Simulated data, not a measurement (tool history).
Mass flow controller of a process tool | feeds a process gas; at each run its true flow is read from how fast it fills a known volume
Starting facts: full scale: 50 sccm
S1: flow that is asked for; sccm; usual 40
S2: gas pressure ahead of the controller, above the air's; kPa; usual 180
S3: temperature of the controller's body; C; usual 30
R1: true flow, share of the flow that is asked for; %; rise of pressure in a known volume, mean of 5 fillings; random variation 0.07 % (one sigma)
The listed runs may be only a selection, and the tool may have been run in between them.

run      day  S1   S2  S3      R1
  1    0.000  40  180  30   99.32
  2    1.488  40  180  30   99.24
  3    4.729  40  180  30   99.35
  4    8.079   8  180  30   99.04
  5   11.554   8  180  30   99.02
  6   13.800   8  180  30   99.10
  7   17.208   8  180  30   99.19
  8   20.279   8  180  30   99.09
  9   21.962  40  180  30   99.16
 10   24.350   8  180  30   99.33
 11   26.179  40  180  30   99.35
 12   28.238  40  180  30   99.21
 13   30.712   9  180  30   99.26
 14   33.521   9  180  30   99.23
 15   35.821   9  180  30   99.12
 16   38.079   9  180  30   99.20
 17   40.367   9  180  30   99.08
 18   42.679   9  180  30   99.23
 19   45.092   9  180  30   99.30
 20   48.212   9  180  30   99.27
 21   49.929   9  180  30   99.23
 22   52.096  39  180  30   99.20
 23   55.288  39  180  30   99.06
 24   58.296  39  180  30   99.05
 25   60.608  44  161  30   99.14
 26   62.433  44  161  29   99.41
 27   64.012   7  147  35   99.66
 28   66.629   7  147  35   99.76
 29   68.967   7  147  35   99.75
 30   71.483  31  147  35   98.42
      71.825  -- controller's zero set anew
 31   73.896   6  228  21  102.99
 32   75.758   6  228  21  103.11
 33   77.412   6  233  30  102.58
 34   79.479  30  183  26   99.33
 35   81.858  15  237  37   99.29
 36   83.683  23  264  20  100.02
 37   86.362  40  204  30   99.60
      88.400  -- controller's zero set anew, once more
 38   89.221  36  177  33   98.23
 39   91.696  36  177  33   98.19
 40   94.167  14  182  20   98.03
 41   96.700   7  148  35   96.77
 42   98.779   8  272  35   97.11
 43  101.562  43  195  22   99.11
 44  104.917  12  195  30   97.43
 45  107.733   5  195  34   97.20
 46  110.954   5  195  21   98.10

Predict each of these 4 candidate next runs independently; none follows another, all start after run 46:
  A  114.183   7  188  27   ?
  B  114.183  40  180  26   ?
  C  114.183   5  154  21   ?
  D  114.183   5  237  35   ?

run     R1
  A  97.66
  B  98.72
  C  97.97
  D  97.33
Without the tool's hidden state the same runs would have given:
run     R1
  A  97.91
  B  99.40
  C  98.00
  D  97.37
